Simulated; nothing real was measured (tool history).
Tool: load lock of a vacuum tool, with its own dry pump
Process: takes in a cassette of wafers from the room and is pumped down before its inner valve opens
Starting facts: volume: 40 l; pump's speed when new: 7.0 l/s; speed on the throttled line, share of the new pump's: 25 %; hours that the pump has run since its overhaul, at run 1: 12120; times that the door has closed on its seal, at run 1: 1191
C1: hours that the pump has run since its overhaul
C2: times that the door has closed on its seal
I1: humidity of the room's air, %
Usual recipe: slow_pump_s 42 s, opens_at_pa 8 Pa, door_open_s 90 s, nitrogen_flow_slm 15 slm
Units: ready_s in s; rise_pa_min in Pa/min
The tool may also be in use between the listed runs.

Run 1, day 0: usual settings; C1 12120; C2 1191; I1 44.7. Result: ready_s 96.7 s, rise_pa_min 0.024 Pa/min.
Run 2, day 2.804: usual settings; C1 12188; C2 1260; I1 43.5. Result: ready_s 96.7 s, rise_pa_min 0.02 Pa/min.
Run 3, day 6.375: usual settings; C1 12273; C2 1348; I1 45.8. Result: ready_s 95.8 s, rise_pa_min 0.025 Pa/min.
Run 4, day 9.825: usual settings; C1 12356; C2 1432; I1 43.9. Result: ready_s 96 s, rise_pa_min 0.019 Pa/min.
Run 5, day 12.408: usual settings but door_open_s 30 s; C1 12418; C2 1496; I1 44.6. Result: ready_s 97 s, rise_pa_min 0.018 Pa/min.
Run 6, day 16.767: usual settings but door_open_s 30 s; C1 12523; C2 1603; I1 42.9. Result: ready_s 95.8 s, rise_pa_min 0.019 Pa/min.
Run 7, day 19.379: usual settings; C1 12586; C2 1667; I1 44.6. Result: ready_s 96.9 s, rise_pa_min 0.025 Pa/min.
Run 8, day 23.754: usual settings; C1 12691; C2 1775; I1 43.9. Result: ready_s 98.4 s, rise_pa_min 0.023 Pa/min.
Run 9, day 26.042: usual settings; C1 12745; C2 1831; I1 44.6. Result: ready_s 97 s, rise_pa_min 0.03 Pa/min.
Run 10, day 29.467: usual settings; C1 12828; C2 1915; I1 44.5. Result: ready_s 97.8 s, rise_pa_min 0.026 Pa/min.
Run 11, day 32.246: usual settings; C1 12894; C2 1983; I1 45.8. Result: ready_s 98.3 s, rise_pa_min 0.026 Pa/min.
Run 12, day 35.304: usual settings but slow_pump_s 36 s, door_open_s 56 s; C1 12968; C2 2058; I1 41.3. Result: ready_s 93 s, rise_pa_min 0.02 Pa/min.
Run 13, day 38.875: usual settings but slow_pump_s 36 s, door_open_s 56 s; C1 13054; C2 2146; I1 44.1. Result: ready_s 94.4 s, rise_pa_min 0.029 Pa/min.
Run 14, day 41.9: usual settings but slow_pump_s 39 s, opens_at_pa 12 Pa; C1 13126; C2 2220; I1 44.9. Result: ready_s 91.8 s, rise_pa_min 0.031 Pa/min.
Run 15, day 45.867: usual settings but slow_pump_s 39 s, opens_at_pa 12 Pa; C1 13221; C2 2318; I1 46. Result: ready_s 92 s, rise_pa_min 0.026 Pa/min.
Run 16, day 49.683: usual settings but nitrogen_flow_slm 32 slm; C1 13313; C2 2411; I1 47. Result: ready_s 97.8 s, rise_pa_min 0.02 Pa/min.
Run 17, day 52.517: usual settings but nitrogen_flow_slm 32 slm; C1 13381; C2 2481; I1 42.5. Result: ready_s 98.5 s, rise_pa_min 0.02 Pa/min.
Run 18, day 54.95: usual settings but nitrogen_flow_slm 32 slm; C1 13439; C2 2541; I1 44.1. Result: ready_s 96.3 s, rise_pa_min 0.025 Pa/min.
Run 19, day 58.842: usual settings but nitrogen_flow_slm 32 slm; C1 13533; C2 2636; I1 45.2. Result: ready_s 97.8 s, rise_pa_min 0.022 Pa/min.
Run 20, day 63.058: usual settings but opens_at_pa 9 Pa, door_open_s 103 s; C1 13634; C2 2740; I1 44.8. Result: ready_s 97.8 s, rise_pa_min 0.028 Pa/min.
Run 21, day 67.196: usual settings but opens_at_pa 9 Pa, door_open_s 103 s; C1 13733; C2 2841; I1 45.5. Result: ready_s 97.1 s, rise_pa_min 0.031 Pa/min.
Run 22, day 70.017: usual settings but slow_pump_s 32 s, door_open_s 55 s, nitrogen_flow_slm 37 slm; C1 13801; C2 2911; I1 44.6. Result: ready_s 91.6 s, rise_pa_min 0.017 Pa/min.

Branching from run 22: 5 alternative next runs. What would each branch give?
Run A, day 73.783: usual settings but slow_pump_s 76 s, door_open_s 127 s, nitrogen_flow_slm 22 slm; C1 13891; C2 3003; I1 44.5. Result: ready_s ?, rise_pa_min ?.
Run B, day 73.783: usual settings but nitrogen_flow_slm 41 slm; C1 13891; C2 3003; I1 46. Result: ready_s ?, rise_pa_min ?.
Run C, day 73.783: usual settings but opens_at_pa 15 Pa; C1 13891; C2 3003; I1 44.6. Result: ready_s ?, rise_pa_min ?.
Run D, day 73.783: usual settings but slow_pump_s 78 s; C1 13891; C2 3003; I1 45.8. Result: ready_s ?, rise_pa_min ?.
Run E, day 73.783: usual settings but opens_at_pa 11 Pa; C1 13891; C2 3003; I1 40.6. Result: ready_s ?, rise_pa_min ?.

run  ready_s  rise_pa_min
  A      121        0.031
  B     98.4        0.023
  C     93.9        0.028
  D    122.6        0.029
  E     96.4        0.026
What these runs would have given with no unlogged condition in the tool:
run  ready_s  rise_pa_min
  A    110.3        0.022
  B       85        0.014
  C     81.7        0.019
  D      112        0.021
  E     83.7        0.017

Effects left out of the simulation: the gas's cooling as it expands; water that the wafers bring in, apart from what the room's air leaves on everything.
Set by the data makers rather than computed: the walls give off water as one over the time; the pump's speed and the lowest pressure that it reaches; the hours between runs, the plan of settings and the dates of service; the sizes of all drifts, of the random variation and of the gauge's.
